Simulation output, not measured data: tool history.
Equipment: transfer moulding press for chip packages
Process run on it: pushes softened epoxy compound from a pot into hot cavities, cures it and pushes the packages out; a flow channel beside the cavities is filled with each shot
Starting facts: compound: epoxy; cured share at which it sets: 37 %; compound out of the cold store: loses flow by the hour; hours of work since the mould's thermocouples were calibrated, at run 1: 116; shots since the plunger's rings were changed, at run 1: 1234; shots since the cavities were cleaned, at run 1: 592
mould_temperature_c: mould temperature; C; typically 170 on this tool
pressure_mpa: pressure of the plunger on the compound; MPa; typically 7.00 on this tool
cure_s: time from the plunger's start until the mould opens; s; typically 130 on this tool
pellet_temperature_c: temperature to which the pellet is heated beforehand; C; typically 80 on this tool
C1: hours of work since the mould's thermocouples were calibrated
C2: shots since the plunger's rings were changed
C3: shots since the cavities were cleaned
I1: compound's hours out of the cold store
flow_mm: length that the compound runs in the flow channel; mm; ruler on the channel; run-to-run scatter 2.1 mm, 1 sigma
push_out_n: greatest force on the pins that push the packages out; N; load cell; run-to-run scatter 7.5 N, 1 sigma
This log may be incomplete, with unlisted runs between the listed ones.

{"run": 1, "hour": 0.0, "mould_temperature_c": 170, "pressure_mpa": 7.0, "cure_s": 130, "pellet_temperature_c": 80, "C1": 116, "C2": 1234, "C3": 592, "I1": 38.5, "flow_mm": 471, "push_out_n": 304}
{"run": 2, "hour": 13.7, "mould_temperature_c": 170, "pressure_mpa": 7.0, "cure_s": 130, "pellet_temperature_c": 85, "C1": 122, "C2": 1333, "C3": 691, "I1": 31.6, "flow_mm": 484, "push_out_n": 323}
{"run": 3, "hour": 26.9, "mould_temperature_c": 170, "pressure_mpa": 7.0, "cure_s": 130, "pellet_temperature_c": 85, "C1": 128, "C2": 1427, "C3": 785, "I1": 17.8, "flow_mm": 524, "push_out_n": 332}
{"run": 4, "hour": 44.7, "mould_temperature_c": 170, "pressure_mpa": 7.0, "cure_s": 130, "pellet_temperature_c": 85, "C1": 136, "C2": 1555, "C3": 913, "I1": 23.1, "flow_mm": 505, "push_out_n": 313}
{"run": 5, "hour": 69.3, "mould_temperature_c": 170, "pressure_mpa": 7.0, "cure_s": 133, "pellet_temperature_c": 85, "C1": 148, "C2": 1732, "C3": 1090, "I1": 32.6, "flow_mm": 484, "push_out_n": 319}
{"hour": 83.4, "done": "cavities cleaned with cleaning compound and waxed"}
{"run": 6, "hour": 86.9, "mould_temperature_c": 170, "pressure_mpa": 7.0, "cure_s": 130, "pellet_temperature_c": 80, "C1": 155, "C2": 1848, "C3": 25, "I1": 14.8, "flow_mm": 525, "push_out_n": 328}
{"run": 7, "hour": 106.0, "mould_temperature_c": 170, "pressure_mpa": 7.0, "cure_s": 130, "pellet_temperature_c": 80, "C1": 164, "C2": 1984, "C3": 161, "I1": 12.1, "flow_mm": 536, "push_out_n": 344}
{"run": 8, "hour": 123.8, "mould_temperature_c": 170, "pressure_mpa": 7.0, "cure_s": 130, "pellet_temperature_c": 80, "C1": 172, "C2": 2113, "C3": 290, "I1": 12.2, "flow_mm": 532, "push_out_n": 321}
{"run": 9, "hour": 134.5, "mould_temperature_c": 170, "pressure_mpa": 7.0, "cure_s": 130, "pellet_temperature_c": 80, "C1": 177, "C2": 2189, "C3": 366, "I1": 19.2, "flow_mm": 514, "push_out_n": 344}
{"run": 10, "hour": 153.9, "mould_temperature_c": 170, "pressure_mpa": 7.0, "cure_s": 126, "pellet_temperature_c": 80, "C1": 185, "C2": 2329, "C3": 506, "I1": 27.1, "flow_mm": 494, "push_out_n": 336}
{"run": 11, "hour": 169.9, "mould_temperature_c": 170, "pressure_mpa": 7.0, "cure_s": 130, "pellet_temperature_c": 80, "C1": 193, "C2": 2443, "C3": 620, "I1": 16.2, "flow_mm": 521, "push_out_n": 317}
{"run": 12, "hour": 181.1, "mould_temperature_c": 170, "pressure_mpa": 7.0, "cure_s": 130, "pellet_temperature_c": 80, "C1": 198, "C2": 2523, "C3": 700, "I1": 25.3, "flow_mm": 501, "push_out_n": 329}
{"run": 13, "hour": 191.5, "mould_temperature_c": 170, "pressure_mpa": 7.0, "cure_s": 130, "pellet_temperature_c": 80, "C1": 203, "C2": 2598, "C3": 775, "I1": 22.1, "flow_mm": 508, "push_out_n": 329}
{"run": 14, "hour": 203.0, "mould_temperature_c": 164, "pressure_mpa": 7.0, "cure_s": 126, "pellet_temperature_c": 80, "C1": 208, "C2": 2681, "C3": 858, "I1": 17.1, "flow_mm": 531, "push_out_n": 483}
{"run": 15, "hour": 224.9, "mould_temperature_c": 173, "pressure_mpa": 7.14, "cure_s": 143, "pellet_temperature_c": 83, "C1": 218, "C2": 2838, "C3": 1015, "I1": 25.2, "flow_mm": 504, "push_out_n": 298}
{"run": 16, "hour": 244.1, "mould_temperature_c": 173, "pressure_mpa": 7.0, "cure_s": 137, "pellet_temperature_c": 80, "C1": 227, "C2": 2976, "C3": 1153, "I1": 16.4, "flow_mm": 520, "push_out_n": 286}
{"hour": 248.8, "done": "cavities cleaned with cleaning compound and waxed"}
{"run": 17, "hour": 260.8, "mould_temperature_c": 173, "pressure_mpa": 6.44, "cure_s": 137, "pellet_temperature_c": 80, "C1": 234, "C2": 3085, "C3": 86, "I1": 39.6, "flow_mm": 443, "push_out_n": 300}
{"run": 18, "hour": 277.8, "mould_temperature_c": 173, "pressure_mpa": 6.44, "cure_s": 137, "pellet_temperature_c": 80, "C1": 241, "C2": 3207, "C3": 208, "I1": 17.8, "flow_mm": 492, "push_out_n": 286}
{"run": 19, "hour": 291.4, "mould_temperature_c": 173, "pressure_mpa": 6.44, "cure_s": 124, "pellet_temperature_c": 78, "C1": 248, "C2": 3305, "C3": 306, "I1": 21.2, "flow_mm": 482, "push_out_n": 303}
{"run": 20, "hour": 312.3, "mould_temperature_c": 177, "pressure_mpa": 7.0, "cure_s": 133, "pellet_temperature_c": 80, "C1": 257, "C2": 3454, "C3": 455, "I1": 38.0, "flow_mm": 463, "push_out_n": 278}
{"run": 21, "hour": 335.7, "mould_temperature_c": 177, "pressure_mpa": 7.0, "cure_s": 133, "pellet_temperature_c": 80, "C1": 268, "C2": 3623, "C3": 624, "I1": 31.9, "flow_mm": 473, "push_out_n": 285}
{"run": 22, "hour": 360.1, "mould_temperature_c": 170, "pressure_mpa": 5.73, "cure_s": 160, "pellet_temperature_c": 86, "C1": 279, "C2": 3798, "C3": 799, "I1": 40.5, "flow_mm": 420, "push_out_n": 286}
{"run": 23, "hour": 378.4, "mould_temperature_c": 163, "pressure_mpa": 5.24, "cure_s": 160, "pellet_temperature_c": 86, "C1": 287, "C2": 3929, "C3": 930, "I1": 46.7, "flow_mm": 401, "push_out_n": 330}
{"hour": 396.4, "done": "plunger's sealing rings changed"}
{"run": 24, "hour": 398.0, "mould_temperature_c": 165, "pressure_mpa": 7.87, "cure_s": 142, "pellet_temperature_c": 71, "C1": 295, "C2": 11, "C3": 1053, "I1": 8.2, "flow_mm": 589, "push_out_n": 386}
{"hour": 417.2, "done": "cavities cleaned with cleaning compound and waxed"}
{"run": 25, "hour": 418.7, "mould_temperature_c": 165, "pressure_mpa": 7.87, "cure_s": 142, "pellet_temperature_c": 71, "C1": 304, "C2": 149, "C3": 11, "I1": 46.8, "flow_mm": 485, "push_out_n": 355}
{"run": 26, "hour": 433.8, "mould_temperature_c": 170, "pressure_mpa": 6.32, "cure_s": 130, "pellet_temperature_c": 80, "C1": 311, "C2": 257, "C3": 119, "I1": 41.2, "flow_mm": 440, "push_out_n": 306}

Below are 3 alternative next runs, each starting from the tool's condition after run 26. Predict each:
{"run": "A", "hour": 450.4, "mould_temperature_c": 170, "pressure_mpa": 8.62, "cure_s": 130, "pellet_temperature_c": 80, "C1": 318, "C2": 376, "C3": 238, "I1": 19.4, "flow_mm": "?", "push_out_n": "?"}
{"run": "B", "hour": 450.4, "mould_temperature_c": 164, "pressure_mpa": 8.73, "cure_s": 130, "pellet_temperature_c": 80, "C1": 318, "C2": 376, "C3": 238, "I1": 35.7, "flow_mm": "?", "push_out_n": "?"}
{"run": "C", "hour": 450.4, "mould_temperature_c": 164, "pressure_mpa": 7.0, "cure_s": 130, "pellet_temperature_c": 80, "C1": 318, "C2": 376, "C3": 238, "I1": 16.6, "flow_mm": "?", "push_out_n": "?"}

run=A flow_mm=570 push_out_n=334
run=B flow_mm=541 push_out_n=443
run=C flow_mm=533 push_out_n=435
Without the tool's hidden state the same runs would have given:
run=A flow_mm=570 push_out_n=333
run=B flow_mm=541 push_out_n=441
run=C flow_mm=533 push_out_n=433
